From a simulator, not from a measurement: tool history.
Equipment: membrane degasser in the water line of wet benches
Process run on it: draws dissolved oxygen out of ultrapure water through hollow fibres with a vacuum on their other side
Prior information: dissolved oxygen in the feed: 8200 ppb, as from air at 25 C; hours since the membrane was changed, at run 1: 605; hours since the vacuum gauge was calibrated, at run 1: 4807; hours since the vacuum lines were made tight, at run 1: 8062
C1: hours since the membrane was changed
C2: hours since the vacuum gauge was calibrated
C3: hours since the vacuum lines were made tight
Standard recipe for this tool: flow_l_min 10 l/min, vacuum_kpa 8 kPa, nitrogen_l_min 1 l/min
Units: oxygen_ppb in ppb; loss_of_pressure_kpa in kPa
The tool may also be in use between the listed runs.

Run 1, hour 0: usual settings; C1 605; C2 4807; C3 8062. Result: oxygen_ppb 174.3 ppb, loss_of_pressure_kpa 31.88 kPa.
Run 2, hour 54.1: usual settings but vacuum_kpa 11.68 kPa; C1 659; C2 4861; C3 8116. Result: oxygen_ppb 258.4 ppb, loss_of_pressure_kpa 31.93 kPa.
Run 3, hour 79: usual settings but vacuum_kpa 12.18 kPa; C1 684; C2 4886; C3 8141. Result: oxygen_ppb 273.6 ppb, loss_of_pressure_kpa 31.74 kPa.
Run 4, hour 113.8: usual settings but nitrogen_l_min 2.02 l/min; C1 719; C2 4921; C3 8176. Result: oxygen_ppb 119.9 ppb, loss_of_pressure_kpa 31.9 kPa.
At hour 117.2: vacuum gauge calibrated.
Run 5, hour 162.5: usual settings but flow_l_min 11 l/min, nitrogen_l_min 2.02 l/min; C1 767; C2 45; C3 8224. Result: oxygen_ppb 147.8 ppb, loss_of_pressure_kpa 34.76 kPa.
Run 6, hour 217: usual settings but flow_l_min 11 l/min, nitrogen_l_min 2.02 l/min; C1 822; C2 100; C3 8279. Result: oxygen_ppb 151 ppb, loss_of_pressure_kpa 35.16 kPa.
Run 7, hour 266.9: usual settings but flow_l_min 11 l/min, nitrogen_l_min 2.02 l/min; C1 871; C2 150; C3 8328. Result: oxygen_ppb 149.8 ppb, loss_of_pressure_kpa 34.94 kPa.
Run 8, hour 299: usual settings but flow_l_min 11 l/min, nitrogen_l_min 2.02 l/min; C1 904; C2 182; C3 8361. Result: oxygen_ppb 150.2 ppb, loss_of_pressure_kpa 34.84 kPa.
Run 9, hour 326: usual settings but flow_l_min 7 l/min, vacuum_kpa 15.58 kPa, nitrogen_l_min 0.48 l/min; C1 931; C2 209; C3 8387. Result: oxygen_ppb 426.7 ppb, loss_of_pressure_kpa 22.43 kPa.
Run 10, hour 367.9: usual settings but flow_l_min 7 l/min, vacuum_kpa 15.58 kPa, nitrogen_l_min 0.48 l/min; C1 972; C2 251; C3 8429. Result: oxygen_ppb 436.4 ppb, loss_of_pressure_kpa 22.05 kPa.
Run 11, hour 397: usual settings but flow_l_min 12 l/min, vacuum_kpa 10.1 kPa, nitrogen_l_min 2.08 l/min; C1 1002; C2 280; C3 8458. Result: oxygen_ppb 205.8 ppb, loss_of_pressure_kpa 38.13 kPa.
Run 12, hour 423.7: usual settings but flow_l_min 12 l/min, vacuum_kpa 5.49 kPa, nitrogen_l_min 1.55 l/min; C1 1028; C2 306; C3 8485. Result: oxygen_ppb 156.1 ppb, loss_of_pressure_kpa 38 kPa.
At hour 439.8: vacuum gauge calibrated, once more.
Run 13, hour 449.8: usual settings but flow_l_min 8 l/min, vacuum_kpa 12.03 kPa; C1 1054; C2 10; C3 8511. Result: oxygen_ppb 193.3 ppb, loss_of_pressure_kpa 25.47 kPa.
Run 14, hour 479.1: usual settings but flow_l_min 8 l/min, vacuum_kpa 12.03 kPa; C1 1083; C2 39; C3 8540. Result: oxygen_ppb 193.7 ppb, loss_of_pressure_kpa 25.43 kPa.

Alternative continuations, all from the tool just after run 14; predict every row:
Run A, hour 508.9: usual settings but flow_l_min 15 l/min, vacuum_kpa 11.91 kPa, nitrogen_l_min 0.9 l/min; C1 1113; C2 69; C3 8570. Result: oxygen_ppb ?, loss_of_pressure_kpa ?.
Run B, hour 508.9: usual settings but nitrogen_l_min 1.16 l/min; C1 1113; C2 69; C3 8570. Result: oxygen_ppb ?, loss_of_pressure_kpa ?.
Run C, hour 508.9: usual settings but vacuum_kpa 18.18 kPa, nitrogen_l_min 0.99 l/min; C1 1113; C2 69; C3 8570. Result: oxygen_ppb ?, loss_of_pressure_kpa ?.
Run D, hour 508.9: usual settings but flow_l_min 9 l/min, vacuum_kpa 7.01 kPa, nitrogen_l_min 0.99 l/min; C1 1113; C2 69; C3 8570. Result: oxygen_ppb ?, loss_of_pressure_kpa ?.

run  oxygen_ppb  loss_of_pressure_kpa
  A       500.2                 47.74
  B         158                 31.72
  C       404.6                 31.74
  D       122.6                 28.82
What these runs would have given with no unlogged condition in the tool:
run  oxygen_ppb  loss_of_pressure_kpa
  A       494.7                 47.44
  B       155.4                 31.52
  C       398.4                 31.53
  D       120.7                 28.64

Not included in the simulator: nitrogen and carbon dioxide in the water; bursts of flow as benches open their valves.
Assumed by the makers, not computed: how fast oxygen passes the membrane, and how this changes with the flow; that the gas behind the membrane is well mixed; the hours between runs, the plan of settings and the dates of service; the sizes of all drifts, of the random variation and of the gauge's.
